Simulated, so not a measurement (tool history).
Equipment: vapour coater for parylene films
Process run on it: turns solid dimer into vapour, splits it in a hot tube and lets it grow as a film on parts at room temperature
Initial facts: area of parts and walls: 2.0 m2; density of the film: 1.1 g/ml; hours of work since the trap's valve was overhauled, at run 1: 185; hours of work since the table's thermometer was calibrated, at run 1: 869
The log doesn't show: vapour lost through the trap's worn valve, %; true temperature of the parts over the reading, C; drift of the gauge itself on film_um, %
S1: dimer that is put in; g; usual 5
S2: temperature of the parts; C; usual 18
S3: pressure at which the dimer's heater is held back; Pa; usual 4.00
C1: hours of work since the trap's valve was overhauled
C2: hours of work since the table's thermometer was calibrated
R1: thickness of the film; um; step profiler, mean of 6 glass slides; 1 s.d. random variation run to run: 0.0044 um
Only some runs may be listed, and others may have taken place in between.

| run | hour | S1 | S2 | S3 | C1 | C2 | R1 |
|---|---|---|---|---|---|---|---|
| 1 | 0.0 | 5 | 18 | 4.00 | 185 | 869 | 1.117 |
| 2 | 33.9 | 5 | 18 | 4.00 | 210 | 894 | 1.116 |
| 3 | 68.5 | 5 | 18 | 4.00 | 236 | 920 | 1.110 |
| 4 | 101.3 | 5 | 18 | 4.00 | 261 | 945 | 1.105 |
| 5 | 125.1 | 5 | 18 | 4.00 | 279 | 963 | 1.113 |
| 6 | 152.9 | 5 | 18 | 4.00 | 300 | 984 | 1.113 |
|  | 176.9 | table's thermometer calibrated |
| 7 | 182.7 | 5 | 18 | 4.00 | 322 | 4 | 1.110 |
| 8 | 208.6 | 5 | 18 | 4.00 | 341 | 24 | 1.103 |
| 9 | 233.6 | 5 | 18 | 4.00 | 360 | 43 | 1.114 |
| 10 | 262.0 | 5 | 18 | 4.00 | 382 | 64 | 1.106 |
| 11 | 283.4 | 5 | 18 | 4.00 | 398 | 80 | 1.119 |
| 12 | 322.4 | 5 | 18 | 4.00 | 427 | 110 | 1.114 |
| 13 | 361.7 | 5 | 18 | 3.59 | 457 | 139 | 1.124 |
| 14 | 381.5 | 3 | 18 | 4.00 | 472 | 154 | 0.658 |
| 15 | 399.7 | 3 | 18 | 4.00 | 485 | 168 | 0.657 |
| 16 | 421.6 | 3 | 18 | 4.00 | 502 | 184 | 0.660 |
| 17 | 438.6 | 3 | 18 | 4.00 | 515 | 197 | 0.663 |
|  | 470.8 | trap's valve overhauled |
| 18 | 476.7 | 3 | 18 | 4.00 | 4 | 223 | 0.668 |
| 19 | 505.4 | 3 | 22 | 4.00 | 26 | 245 | 0.583 |
| 20 | 525.7 | 3 | 22 | 4.00 | 41 | 260 | 0.596 |
| 21 | 562.8 | 5 | 18 | 4.00 | 69 | 288 | 1.095 |
| 22 | 594.6 | 5 | 18 | 4.00 | 93 | 312 | 1.102 |
| 23 | 619.0 | 5 | 18 | 4.00 | 112 | 330 | 1.100 |
| 24 | 658.3 | 5 | 18 | 4.00 | 141 | 360 | 1.107 |
| 25 | 681.2 | 3 | 11 | 2.33 | 159 | 377 | 0.867 |
| 26 | 719.7 | 3 | 10 | 3.62 | 188 | 406 | 0.847 |
| 27 | 751.7 | 3 | 10 | 3.62 | 212 | 430 | 0.846 |
| 28 | 777.1 | 6 | 11 | 3.62 | 231 | 450 | 1.634 |
| 29 | 814.9 | 6 | 11 | 10.31 | 259 | 478 | 1.459 |
| 30 | 836.3 | 6 | 11 | 10.31 | 276 | 494 | 1.454 |
| 31 | 872.7 | 3 | 11 | 2.06 | 303 | 522 | 0.874 |
| 32 | 889.5 | 3 | 11 | 2.06 | 316 | 534 | 0.867 |
| 33 | 911.2 | 4 | 11 | 3.31 | 332 | 551 | 1.105 |
| 34 | 934.6 | 7 | 18 | 4.00 | 350 | 568 | 1.524 |
| 35 | 963.0 | 4 | 11 | 4.00 | 371 | 590 | 1.077 |
| 36 | 1000.8 | 5 | 24 | 4.00 | 400 | 618 | 0.910 |
| 37 | 1037.6 | 5 | 11 | 4.00 | 427 | 646 | 1.340 |
| 38 | 1056.7 | 9 | 26 | 2.00 | 442 | 660 | 1.662 |
| 39 | 1077.7 | 3 | 11 | 2.20 | 458 | 676 | 0.856 |
| 40 | 1110.8 | 7 | 13 | 5.86 | 483 | 701 | 1.696 |
| 41 | 1128.0 | 5 | 10 | 10.38 | 496 | 714 | 1.241 |
|  | 1134.4 | gauge calibrated |
| 42 | 1146.5 | 5 | 10 | 10.38 | 510 | 728 | 1.269 |
| 43 | 1165.0 | 3 | 14 | 4.23 | 523 | 742 | 0.754 |
|  | 1186.2 | trap's valve overhauled |
| 44 | 1195.9 | 3 | 14 | 4.23 | 7 | 762 | 0.751 |
| 45 | 1214.5 | 7 | 14 | 6.52 | 21 | 776 | 1.664 |
| 46 | 1253.7 | 7 | 15 | 8.83 | 51 | 806 | 1.562 |

5 options for the next run, each taken on its own from the tool as it stands now. Forecast them:
| A | 1280.2 | 7 | 15 | 7.14 | 71 | 826 | ? |
| B | 1280.2 | 4 | 13 | 4.10 | 71 | 826 | ? |
| C | 1280.2 | 7 | 27 | 11.14 | 71 | 826 | ? |
| D | 1280.2 | 5 | 29 | 4.99 | 71 | 826 | ? |
| E | 1280.2 | 6 | 20 | 7.43 | 71 | 826 | ? |

| run | R1 |
|---|---|
| A | 1.613 |
| B | 1.037 |
| C | 1.067 |
| D | 0.782 |
| E | 1.171 |
Without the tool's unlogged condition, the same runs would have read:
| run | R1 |
|---|---|
| A | 1.618 |
| B | 1.041 |
| C | 1.070 |
| D | 0.784 |
| E | 1.175 |
